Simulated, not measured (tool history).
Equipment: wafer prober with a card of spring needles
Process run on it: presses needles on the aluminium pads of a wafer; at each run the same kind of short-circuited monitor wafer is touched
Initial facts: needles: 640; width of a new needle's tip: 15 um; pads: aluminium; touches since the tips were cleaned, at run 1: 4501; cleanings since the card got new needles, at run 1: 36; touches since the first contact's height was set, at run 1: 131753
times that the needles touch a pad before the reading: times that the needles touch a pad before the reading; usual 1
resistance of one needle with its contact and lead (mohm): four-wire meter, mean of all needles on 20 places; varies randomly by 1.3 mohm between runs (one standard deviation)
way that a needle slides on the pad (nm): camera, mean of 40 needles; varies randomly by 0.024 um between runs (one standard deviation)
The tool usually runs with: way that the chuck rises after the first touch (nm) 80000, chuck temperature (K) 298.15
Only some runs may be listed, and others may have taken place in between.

run,hour,way that the chuck rises after the first touch (nm),chuck temperature (K),times that the needles touch a pad before the reading,touches since the tips were cleaned,cleanings since the card got new needles,touches since the first contact's height was set,resistance of one needle with its contact and lead (mohm),way that a needle slides on the pad (nm)
1,0,80000,298.15,1,4501,36,131753,113,22380
# hour 13.2: tips cleaned on abrasive film
# hour 37.1: tips cleaned on abrasive film
2,39.7,80000,298.15,1,919,38,145606,112,22450
# hour 60.6: tips cleaned on abrasive film
# hour 86.8: tips cleaned on abrasive film
3,89.8,80000,298.15,1,1047,40,163076,112,22430
# hour 113.2: tips cleaned on abrasive film
# hour 140: tips cleaned on abrasive film
4,140.3,80000,298.15,2,93,42,180730,109,22400
# hour 165.3: tips cleaned on abrasive film
5,186.4,80000,298.15,2,7382,43,196842,112,22420
# hour 191: tips cleaned on abrasive film
# hour 210.6: height of the first contact set anew
# hour 216.7: tips cleaned on abrasive film
# hour 240.4: tips cleaned on abrasive film
6,240.4,80000,298.15,1,0,46,10377,110,22410
# hour 264.2: tips cleaned on abrasive film
7,284.1,80000,298.15,1,6973,47,25659,109,22420
# hour 288.9: tips cleaned on abrasive film
# hour 313: tips cleaned on abrasive film
8,322.3,72000,298.15,1,3264,49,38993,111,20210
# hour 336.6: tips cleaned on abrasive film
# hour 361.2: tips cleaned on abrasive film
9,370.6,72000,298.15,1,3282,51,55839,112,20160
# hour 387.8: tips cleaned on abrasive film
# hour 412.2: tips cleaned on abrasive film
10,417.2,72000,298.15,1,1772,53,72127,113,20230
# hour 439.2: tips cleaned on abrasive film
11,456.8,95000,357.15,1,6170,54,85972,117,26670

What does the tool deliver on the next run?
# hour 464.7: tips cleaned on abrasive film
# hour 491.5: tips cleaned on abrasive film
12,512.8,95000,357.15,1,7482,56,105526,?,?

{"run 12": {"resistance of one needle with its contact and lead (mohm)": 117, "way that a needle slides on the pad (nm)": 26670}}
If the tool had no hidden condition, the same run with the same run-to-run variation would have returned resistance of one needle with its contact and lead (mohm) 117, way that a needle slides on the pad (nm) 26600.

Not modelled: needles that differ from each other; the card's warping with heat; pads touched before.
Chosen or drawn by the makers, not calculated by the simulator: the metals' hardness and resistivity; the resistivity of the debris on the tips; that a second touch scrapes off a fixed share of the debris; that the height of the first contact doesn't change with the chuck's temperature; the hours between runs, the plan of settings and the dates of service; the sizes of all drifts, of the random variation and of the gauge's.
